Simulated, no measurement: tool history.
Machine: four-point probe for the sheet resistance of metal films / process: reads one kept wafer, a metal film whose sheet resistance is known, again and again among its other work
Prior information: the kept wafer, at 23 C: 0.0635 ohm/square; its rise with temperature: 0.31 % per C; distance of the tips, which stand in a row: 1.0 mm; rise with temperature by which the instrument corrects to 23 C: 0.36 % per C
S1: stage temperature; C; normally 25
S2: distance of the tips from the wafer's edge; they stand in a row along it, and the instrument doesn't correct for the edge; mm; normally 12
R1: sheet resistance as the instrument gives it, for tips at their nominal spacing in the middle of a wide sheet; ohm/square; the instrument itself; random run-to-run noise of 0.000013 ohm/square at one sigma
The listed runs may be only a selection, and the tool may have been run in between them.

run	hour	S1	S2	R1
1	0	25	12	0.064259
2	19	25	12	0.064276
3	28.4	25	17	0.064106
4	37.4	25	12	0.06426
5	49.8	25	12	0.064258
6	67.2	25	12	0.064285
7	86.7	25	12	0.06426
8	103.5	25	12	0.064252
9	122.8	25	12	0.064263
10	131.5	25	12	0.064259
11	142.3	25	43	0.064065
12	157.3	25	43	0.064057
13	168.1	28	20	0.064051
14	179.2	29	72	0.063926
15	188.7	22	57	0.064146
16	205.5	22	4	0.066196
17	224.5	22	4	0.066218
18	235.5	23	14	0.064286
19	246.2	25	4	0.06614

Here are 3 independent what-if runs from the current tool condition. What would each one return?
A	262.9	21	4	?
B	262.9	19	12	?
C	262.9	22	49	?

run	R1
A	0.066253
B	0.064428
C	0.064149
Stripped of hidden state, with their random variation kept, the same runs would have yielded:
run	R1
A	0.065636
B	0.063826
C	0.063551

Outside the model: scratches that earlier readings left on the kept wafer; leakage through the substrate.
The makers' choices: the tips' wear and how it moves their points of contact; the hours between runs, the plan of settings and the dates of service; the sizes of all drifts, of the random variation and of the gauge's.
